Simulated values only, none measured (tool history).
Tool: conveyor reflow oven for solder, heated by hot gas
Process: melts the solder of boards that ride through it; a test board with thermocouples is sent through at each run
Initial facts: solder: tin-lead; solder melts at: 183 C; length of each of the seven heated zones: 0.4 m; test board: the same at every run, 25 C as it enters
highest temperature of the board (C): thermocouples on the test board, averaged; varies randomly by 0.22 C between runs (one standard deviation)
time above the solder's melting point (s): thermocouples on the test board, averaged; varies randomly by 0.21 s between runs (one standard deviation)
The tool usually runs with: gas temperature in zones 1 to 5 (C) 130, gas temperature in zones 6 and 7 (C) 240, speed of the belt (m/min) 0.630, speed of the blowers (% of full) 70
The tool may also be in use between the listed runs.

| run | hour | gas temperature in zones 1 to 5 (C) | gas temperature in zones 6 and 7 (C) | speed of the belt (m/min) | speed of the blowers (% of full) | highest temperature of the board (C) | time above the solder's melting point (s) |
|---|---|---|---|---|---|---|---|
| 1 | 0.0 | 130 | 240 | 0.630 | 70 | 218.9 | 54.8 |
| 2 | 36.9 | 130 | 240 | 0.630 | 70 | 219.2 | 55.1 |
|  | 60.1 | belt drive overhauled, speed set with a stopwatch |
| 3 | 70.7 | 130 | 240 | 0.630 | 70 | 218.6 | 55.3 |
|  | 114.7 | flux residue cleaned out of gas plates and filters |
| 4 | 116.5 | 130 | 240 | 0.630 | 70 | 218.9 | 55.5 |
| 5 | 135.4 | 132 | 240 | 0.630 | 70 | 219.4 | 56.4 |
| 6 | 174.0 | 130 | 240 | 0.630 | 70 | 218.5 | 55.1 |
| 7 | 198.4 | 130 | 240 | 0.630 | 70 | 219.0 | 55.3 |
| 8 | 237.6 | 130 | 240 | 0.630 | 70 | 218.9 | 54.6 |
| 9 | 280.3 | 130 | 240 | 0.630 | 58 | 216.1 | 52.4 |
| 10 | 302.5 | 130 | 240 | 0.630 | 58 | 216.2 | 52.7 |
| 11 | 339.6 | 130 | 240 | 0.630 | 82 | 220.7 | 56.9 |
| 12 | 365.0 | 130 | 240 | 0.630 | 82 | 220.7 | 56.9 |
| 13 | 395.5 | 130 | 240 | 0.630 | 82 | 221.2 | 56.9 |
| 14 | 418.1 | 139 | 240 | 0.630 | 70 | 220.6 | 59.2 |
| 15 | 457.3 | 130 | 248 | 0.630 | 70 | 225.3 | 59.9 |
| 16 | 486.8 | 143 | 240 | 0.630 | 84 | 224.0 | 63.5 |
| 17 | 515.7 | 124 | 236 | 0.610 | 67 | 214.6 | 51.8 |
| 18 | 559.0 | 130 | 247 | 0.630 | 70 | 224.8 | 59.2 |
| 19 | 605.0 | 130 | 240 | 0.668 | 70 | 216.5 | 49.9 |
| 20 | 635.6 | 130 | 250 | 0.572 | 70 | 231.2 | 70.3 |
| 21 | 661.3 | 130 | 250 | 0.572 | 70 | 231.0 | 69.6 |
| 22 | 699.2 | 137 | 251 | 0.630 | 70 | 229.6 | 64.6 |
|  | 712.5 | flux residue cleaned out of gas plates and filters |
| 23 | 737.4 | 133 | 229 | 0.630 | 70 | 210.2 | 48.5 |
| 24 | 772.7 | 133 | 229 | 0.630 | 70 | 210.3 | 48.7 |

Below are 5 alternative next runs, each starting from the tool's condition after run 24. Predict each:
| A | 811.0 | 133 | 254 | 0.630 | 70 | ? | ? |
| B | 811.0 | 118 | 240 | 0.630 | 70 | ? | ? |
| C | 811.0 | 141 | 240 | 0.628 | 70 | ? | ? |
| D | 811.0 | 133 | 236 | 0.533 | 56 | ? | ? |
| E | 811.0 | 128 | 229 | 0.745 | 51 | ? | ? |

| run | highest temperature of the board (C) | time above the solder's melting point (s) |
|---|---|---|
| A | 231.5 | 64.1 |
| B | 216.8 | 49.8 |
| C | 221.0 | 60.5 |
| D | 219.1 | 66.8 |
| E | 197.3 | 24.7 |
Take away the tool's hidden state, keep each run's random variation, and the runs would have read:
| run | highest temperature of the board (C) | time above the solder's melting point (s) |
|---|---|---|
| A | 231.5 | 64.1 |
| B | 216.9 | 49.8 |
| C | 221.0 | 60.5 |
| D | 219.2 | 66.8 |
| E | 197.3 | 24.7 |

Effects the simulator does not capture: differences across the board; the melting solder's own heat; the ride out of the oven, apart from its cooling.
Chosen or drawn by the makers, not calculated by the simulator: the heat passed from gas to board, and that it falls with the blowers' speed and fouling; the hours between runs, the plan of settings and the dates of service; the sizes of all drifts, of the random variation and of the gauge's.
